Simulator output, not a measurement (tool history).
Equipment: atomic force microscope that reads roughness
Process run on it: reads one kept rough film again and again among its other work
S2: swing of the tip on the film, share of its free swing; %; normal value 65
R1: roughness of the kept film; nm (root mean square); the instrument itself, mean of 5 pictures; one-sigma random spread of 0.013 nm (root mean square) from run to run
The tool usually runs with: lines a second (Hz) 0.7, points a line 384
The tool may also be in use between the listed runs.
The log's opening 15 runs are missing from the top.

At hour 104.6: new tip fitted.
Run 16, hour 105: usual settings but lines a second (Hz) 1.849. Result: R1 2.772 nm (root mean square).
At hour 106.6: height scale calibrated on a step standard.
Run 17, hour 111.9: usual settings but lines a second (Hz) 1.849. Result: R1 2.502 nm (root mean square).
Run 18, hour 120.5: usual settings but lines a second (Hz) 1.849. Result: R1 2.184 nm (root mean square).
Run 19, hour 129.7: usual settings but lines a second (Hz) 1.849. Result: R1 1.909 nm (root mean square).
At hour 137.9: height scale calibrated on a step standard, once more.
Run 20, hour 141.2: usual settings but S2 76 %. Result: R1 1.71 nm (root mean square).
At hour 142.5: new tip fitted.
Run 21, hour 152.3: usual settings but S2 76 %. Result: R1 2.421 nm (root mean square).
Run 22, hour 162: usual settings but S2 76 %. Result: R1 2.072 nm (root mean square).
Run 23, hour 170.8: usual settings but S2 76 %. Result: R1 1.888 nm (root mean square).
Run 24, hour 177.4: usual settings. Result: R1 1.788 nm (root mean square).
At hour 178.7: new tip fitted.
Run 25, hour 183.3: usual settings. Result: R1 2.684 nm (root mean square).
Run 26, hour 192: usual settings. Result: R1 2.343 nm (root mean square).
Run 27, hour 198.9: usual settings but lines a second (Hz) 1.321. Result: R1 2.041 nm (root mean square).
Run 28, hour 205.7: usual settings but lines a second (Hz) 1.321, S2 80 %, points a line 256. Result: R1 1.71 nm (root mean square).
Run 29, hour 212.1: usual settings but lines a second (Hz) 1.321, S2 63 %, points a line 256. Result: R1 1.718 nm (root mean square).
At hour 214.6: new tip fitted.
Run 30, hour 221.4: usual settings but lines a second (Hz) 1.988, S2 63 %, points a line 256. Result: R1 2.426 nm (root mean square).
Run 31, hour 229.2: usual settings but lines a second (Hz) 3.054, S2 69 %, points a line 518. Result: R1 2.015 nm (root mean square).
Run 32, hour 238.8: usual settings but lines a second (Hz) 2.97, S2 62 %, points a line 552. Result: R1 1.891 nm (root mean square).
Run 33, hour 243.6: usual settings but points a line 484. Result: R1 1.933 nm (root mean square).
At hour 250.7: new tip fitted.
Run 34, hour 251.3: usual settings but points a line 484. Result: R1 2.976 nm (root mean square).
Run 35, hour 258.7: usual settings but lines a second (Hz) 3.363, points a line 258. Result: R1 2.25 nm (root mean square).
Run 36, hour 267.2: usual settings but S2 64 %. Result: R1 2.27 nm (root mean square).
Run 37, hour 277.9: usual settings but lines a second (Hz) 0.657, S2 90 %, points a line 298. Result: R1 1.791 nm (root mean square).
Run 38, hour 283.9: usual settings but lines a second (Hz) 2.081, S2 79 %, points a line 357. Result: R1 1.546 nm (root mean square).

What does the tool deliver on the next run?
At hour 286.7: new tip fitted.
Run 39, hour 293.6: usual settings but lines a second (Hz) 2.944, S2 78 %, points a line 590. Result: R1 ?.

R1: 2.104 nm (root mean square)
With no hidden state in the tool, this same run would have given R1 2.385 nm (root mean square).
